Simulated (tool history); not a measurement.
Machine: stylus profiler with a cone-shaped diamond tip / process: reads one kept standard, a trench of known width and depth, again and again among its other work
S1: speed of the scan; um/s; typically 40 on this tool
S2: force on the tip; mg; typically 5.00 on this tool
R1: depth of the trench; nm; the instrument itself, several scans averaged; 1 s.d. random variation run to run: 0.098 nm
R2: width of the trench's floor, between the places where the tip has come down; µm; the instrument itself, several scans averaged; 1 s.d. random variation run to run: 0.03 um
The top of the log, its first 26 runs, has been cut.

run 27 hour=1907.3 | S1=25 S2=14.43 | R1=102.05 R2=17.49
run 28 hour=1983.2 | S1=12 S2=14.43 | R1=101.86 R2=17.54
run 29 hour=2045.5 | S1=10 S2=3.75 | R1=100.94 R2=17.50
run 30 hour=2121.9 | S1=10 S2=3.75 | R1=100.70 R2=17.49
run 31 hour=2190.3 | S1=10 S2=3.75 | R1=100.96 R2=17.54
run 32 hour=2275.7 | S1=138 S2=6.70 | R1=101.30 R2=16.96
run 33 hour=2378.3 | S1=17 S2=12.44 | R1=101.82 R2=17.44
run 34 hour=2440.8 | S1=17 S2=12.44 | R1=101.81 R2=17.40
run 35 hour=2520.9 | S1=125 S2=13.29 | R1=102.05 R2=17.12
run 36 hour=2607.3 | S1=16 S2=3.29 | R1=100.96 R2=17.33
run 37 hour=2694.6 | S1=19 S2=8.66 | R1=101.57 R2=17.38
-- hour=2718.8 new tip fitted, height scale calibrated
run 38 hour=2778.9 | S1=68 S2=3.20 | R1=100.66 R2=18.19
run 39 hour=2879.7 | S1=77 S2=4.17 | R1=100.83 R2=18.15
run 40 hour=2950.9 | S1=18 S2=11.26 | R1=101.65 R2=18.50
run 41 hour=3024.9 | S1=13 S2=4.59 | R1=100.84 R2=18.39
run 42 hour=3093.5 | S1=18 S2=4.36 | R1=100.79 R2=18.32
run 43 hour=3149.7 | S1=40 S2=9.41 | R1=101.49 R2=18.25

Forecast each of these 5 alternatives for the next run:
run A hour=3224.4 | S1=157 S2=12.36 | R1=? R2=?
run B hour=3224.4 | S1=11 S2=1.84 | R1=? R2=?
run C hour=3224.4 | S1=40 S2=5.07 | R1=? R2=?
run D hour=3224.4 | S1=76 S2=9.41 | R1=? R2=?
run E hour=3224.4 | S1=52 S2=9.80 | R1=? R2=?

run=A R1=101.81 R2=17.96
run=B R1=100.80 R2=18.41
run=C R1=101.17 R2=18.19
run=D R1=101.85 R2=18.13
run=E R1=101.81 R2=18.22
With the hidden condition removed and each run's random variation left untouched, the same runs would have given:
run=A R1=101.67 R2=18.15
run=B R1=100.67 R2=18.59
run=C R1=101.03 R2=18.38
run=D R1=101.71 R2=18.32
run=E R1=101.68 R2=18.41

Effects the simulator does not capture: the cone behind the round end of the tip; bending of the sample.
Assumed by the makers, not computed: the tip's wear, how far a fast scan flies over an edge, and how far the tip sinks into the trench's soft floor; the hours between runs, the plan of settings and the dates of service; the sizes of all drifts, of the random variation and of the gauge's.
